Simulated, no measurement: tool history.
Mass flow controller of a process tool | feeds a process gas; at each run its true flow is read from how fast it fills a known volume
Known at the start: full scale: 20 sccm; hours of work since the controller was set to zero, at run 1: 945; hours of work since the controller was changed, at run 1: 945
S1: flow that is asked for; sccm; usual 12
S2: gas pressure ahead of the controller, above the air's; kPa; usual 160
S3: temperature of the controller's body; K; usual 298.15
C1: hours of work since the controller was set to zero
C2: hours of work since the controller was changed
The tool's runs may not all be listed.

run 1 hour=0.0 | S1=12 S2=160 S3=298.15 | C1=945 C2=945 | true_flow_(%)=100.18
run 2 hour=62.0 | S1=12 S2=176 S3=298.15 | C1=990 C2=990 | true_flow_(%)=100.52
run 3 hour=121.6 | S1=12 S2=176 S3=298.15 | C1=1033 C2=1033 | true_flow_(%)=100.43
run 4 hour=192.4 | S1=12 S2=176 S3=298.15 | C1=1084 C2=1084 | true_flow_(%)=100.49
run 5 hour=269.7 | S1=12 S2=176 S3=298.15 | C1=1139 C2=1139 | true_flow_(%)=100.50
run 6 hour=335.6 | S1=12 S2=176 S3=298.15 | C1=1187 C2=1187 | true_flow_(%)=100.50
run 7 hour=406.0 | S1=12 S2=176 S3=305.15 | C1=1238 C2=1238 | true_flow_(%)=100.04
-- hour=411.3 controller's zero set anew
run 8 hour=445.3 | S1=12 S2=248 S3=298.15 | C1=25 C2=1266 | true_flow_(%)=101.32
run 9 hour=499.9 | S1=12 S2=248 S3=298.15 | C1=64 C2=1305 | true_flow_(%)=101.36
run 10 hour=546.8 | S1=12 S2=160 S3=298.15 | C1=98 C2=1339 | true_flow_(%)=100.67
run 11 hour=603.9 | S1=12 S2=160 S3=298.15 | C1=139 C2=1380 | true_flow_(%)=100.64
run 12 hour=659.1 | S1=12 S2=160 S3=298.15 | C1=179 C2=1420 | true_flow_(%)=100.84
run 13 hour=710.6 | S1=12 S2=160 S3=295.15 | C1=216 C2=1457 | true_flow_(%)=101.23
-- hour=736.5 controller's zero set anew, once more
run 14 hour=763.0 | S1=12 S2=160 S3=295.15 | C1=19 C2=1495 | true_flow_(%)=100.59
run 15 hour=796.4 | S1=12 S2=160 S3=295.15 | C1=43 C2=1519 | true_flow_(%)=100.69

The next listed run, before its measurement:
run 16 hour=865.7 | S1=12 S2=160 S3=295.15 | C1=93 C2=1569 | true_flow_(%)=?

Run 16 gave true flow (%) 100.65.
Without the tool's hidden state the same run would have given true flow (%) 99.58.
